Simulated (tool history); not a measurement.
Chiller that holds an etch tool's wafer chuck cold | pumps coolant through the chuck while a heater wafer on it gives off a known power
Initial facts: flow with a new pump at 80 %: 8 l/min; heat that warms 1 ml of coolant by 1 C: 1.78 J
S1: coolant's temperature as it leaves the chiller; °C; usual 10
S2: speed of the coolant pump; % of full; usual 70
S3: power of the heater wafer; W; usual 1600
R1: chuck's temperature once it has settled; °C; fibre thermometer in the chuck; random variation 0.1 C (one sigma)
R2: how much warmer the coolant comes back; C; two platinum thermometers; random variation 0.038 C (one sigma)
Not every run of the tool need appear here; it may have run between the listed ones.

| run | hour | S1 | S2 | S3 | R1 | R2 |
|---|---|---|---|---|---|---|
| 1 | 0.0 | 10 | 70 | 1600 | 30.7 | 7.82 |
| 2 | 25.6 | 10 | 70 | 1600 | 30.5 | 7.78 |
| 3 | 45.1 | 10 | 70 | 1600 | 30.9 | 7.74 |
| 4 | 70.2 | 10 | 70 | 1600 | 30.7 | 7.87 |
| 5 | 105.2 | 10 | 70 | 1600 | 30.9 | 7.82 |
| 6 | 132.0 | 9 | 70 | 1600 | 29.7 | 7.76 |
| 7 | 163.9 | 9 | 70 | 1600 | 29.9 | 7.85 |
| 8 | 195.1 | 9 | 70 | 1600 | 29.9 | 7.80 |
| 9 | 223.9 | 7 | 70 | 1600 | 27.9 | 7.86 |
| 10 | 243.1 | 7 | 70 | 916 | 18.9 | 4.48 |
| 11 | 266.7 | 7 | 70 | 916 | 19.1 | 4.50 |
| 12 | 294.6 | 10 | 70 | 1600 | 31.0 | 7.75 |
| 13 | 320.7 | 10 | 70 | 1600 | 30.7 | 7.83 |
| 14 | 342.9 | 10 | 70 | 1600 | 30.9 | 7.78 |
| 15 | 373.5 | 10 | 97 | 1600 | 27.5 | 5.61 |
| 16 | 398.0 | 10 | 70 | 1600 | 30.9 | 7.85 |
| 17 | 422.2 | 2 | 98 | 1600 | 19.1 | 5.51 |
| 18 | 456.3 | 0 | 95 | 1030 | 11.2 | 3.65 |
| 19 | 476.6 | 0 | 95 | 1030 | 11.5 | 3.70 |
| 20 | 502.3 | 10 | 89 | 1037 | 22.0 | 3.96 |
| 21 | 526.1 | 10 | 89 | 1037 | 21.7 | 3.95 |
| 22 | 549.8 | 10 | 95 | 1600 | 27.5 | 5.74 |
| 23 | 567.7 | 15 | 95 | 1131 | 27.2 | 4.01 |
| 24 | 595.6 | 15 | 95 | 1131 | 27.5 | 4.03 |
| 25 | 623.1 | 15 | 95 | 1649 | 33.2 | 5.90 |
| 26 | 643.7 | 15 | 95 | 1649 | 33.2 | 5.88 |
| 27 | 673.5 | 10 | 69 | 1411 | 28.8 | 7.00 |
| 28 | 688.2 | 10 | 69 | 1411 | 28.9 | 6.99 |
| 29 | 722.9 | 10 | 69 | 1411 | 29.0 | 7.03 |
| 30 | 757.5 | 9 | 74 | 1423 | 27.3 | 6.56 |
| 31 | 790.8 | 16 | 75 | 1984 | 41.1 | 9.07 |
| 32 | 817.7 | 6 | 73 | 1614 | 26.9 | 7.55 |

Consider 4 possible next runs. They are alternatives, not a sequence: every one starts from the tool as it was left by run 32. What does each give?
| A | 838.8 | 13 | 72 | 1600 | ? | ? |
| B | 838.8 | 3 | 73 | 951 | ? | ? |
| C | 838.8 | 14 | 67 | 1081 | ? | ? |
| D | 838.8 | 10 | 70 | 1210 | ? | ? |

| run | R1 | R2 |
|---|---|---|
| A | 33.8 | 7.63 |
| B | 15.5 | 4.53 |
| C | 28.8 | 5.61 |
| D | 26.1 | 5.93 |
Without the tool's unlogged condition, the same runs would have read:
| run | R1 | R2 |
|---|---|---|
| A | 32.0 | 7.51 |
| B | 14.3 | 4.45 |
| C | 27.4 | 5.52 |
| D | 24.7 | 5.84 |

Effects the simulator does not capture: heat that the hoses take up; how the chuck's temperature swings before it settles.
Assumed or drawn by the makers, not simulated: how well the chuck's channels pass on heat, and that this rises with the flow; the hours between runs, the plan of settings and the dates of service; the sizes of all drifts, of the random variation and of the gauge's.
